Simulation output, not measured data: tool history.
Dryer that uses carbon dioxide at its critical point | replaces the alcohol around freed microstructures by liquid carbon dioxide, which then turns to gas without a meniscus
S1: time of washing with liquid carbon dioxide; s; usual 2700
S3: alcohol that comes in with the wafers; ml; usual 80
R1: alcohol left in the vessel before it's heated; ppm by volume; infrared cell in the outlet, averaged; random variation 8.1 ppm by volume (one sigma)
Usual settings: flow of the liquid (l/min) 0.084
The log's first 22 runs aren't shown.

{"run": 23, "hour": 223.5, "S1": 2700, "flow of the liquid (l/min)": 0.084, "S3": 80, "R1": 704}
{"run": 24, "hour": 230.3, "S1": 2580, "flow of the liquid (l/min)": 0.084, "S3": 80, "R1": 916}
{"run": 25, "hour": 243.4, "S1": 2460, "flow of the liquid (l/min)": 0.1345, "S3": 20, "R1": 52}
{"run": 26, "hour": 252.0, "S1": 2700, "flow of the liquid (l/min)": 0.084, "S3": 51, "R1": 487}
{"run": 27, "hour": 259.5, "S1": 1980, "flow of the liquid (l/min)": 0.0848, "S3": 84, "R1": 3049}
{"run": 28, "hour": 271.6, "S1": 3720, "flow of the liquid (l/min)": 0.0582, "S3": 89, "R1": 1159}
{"run": 29, "hour": 284.1, "S1": 2700, "flow of the liquid (l/min)": 0.0891, "S3": 29, "R1": 233}
{"run": 30, "hour": 297.6, "S1": 2700, "flow of the liquid (l/min)": 0.0891, "S3": 29, "R1": 228}
{"run": 31, "hour": 306.9, "S1": 2700, "flow of the liquid (l/min)": 0.0891, "S3": 22, "R1": 190}
{"run": 32, "hour": 315.3, "S1": 1740, "flow of the liquid (l/min)": 0.0731, "S3": 93, "R1": 9219}
{"run": 33, "hour": 321.0, "S1": 3780, "flow of the liquid (l/min)": 0.1329, "S3": 38, "R1": 39}
{"run": 34, "hour": 332.9, "S1": 1740, "flow of the liquid (l/min)": 0.0623, "S3": 80, "R1": 12801}
{"run": 35, "hour": 342.1, "S1": 2700, "flow of the liquid (l/min)": 0.1239, "S3": 45, "R1": 75}
{"run": 36, "hour": 354.2, "S1": 2700, "flow of the liquid (l/min)": 0.1239, "S3": 45, "R1": 74}
{"run": 37, "hour": 363.8, "S1": 3420, "flow of the liquid (l/min)": 0.1239, "S3": 45, "R1": 55}
{"run": 38, "hour": 375.1, "S1": 3420, "flow of the liquid (l/min)": 0.1239, "S3": 45, "R1": 51}
{"run": 39, "hour": 382.9, "S1": 3420, "flow of the liquid (l/min)": 0.0893, "S3": 78, "R1": 158}
{"run": 40, "hour": 394.5, "S1": 2700, "flow of the liquid (l/min)": 0.0701, "S3": 59, "R1": 1461}
{"run": 41, "hour": 408.3, "S1": 2700, "flow of the liquid (l/min)": 0.098, "S3": 37, "R1": 180}
{"run": 42, "hour": 416.3, "S1": 2700, "flow of the liquid (l/min)": 0.098, "S3": 37, "R1": 186}
{"run": 43, "hour": 422.6, "S1": 2700, "flow of the liquid (l/min)": 0.084, "S3": 31, "R1": 356}
{"run": 44, "hour": 436.6, "S1": 2700, "flow of the liquid (l/min)": 0.0995, "S3": 63, "R1": 264}
{"run": 45, "hour": 443.6, "S1": 2700, "flow of the liquid (l/min)": 0.0592, "S3": 63, "R1": 3286}
{"run": 46, "hour": 454.8, "S1": 3120, "flow of the liquid (l/min)": 0.0629, "S3": 73, "R1": 1684}

3 ways to go on from here, each from the tool as it stands after run 46. What would each give?
{"run": "A", "hour": 467.3, "S1": 2160, "flow of the liquid (l/min)": 0.0629, "S3": 73, "R1": "?"}
{"run": "B", "hour": 467.3, "S1": 2700, "flow of the liquid (l/min)": 0.1076, "S3": 62, "R1": "?"}
{"run": "C", "hour": 467.3, "S1": 3120, "flow of the liquid (l/min)": 0.0629, "S3": 27, "R1": "?"}

run=A R1=6627
run=B R1=176
run=C R1=646
Without the tool's hidden state the same runs would have given:
run=A R1=4459
run=B R1=53
run=C R1=344
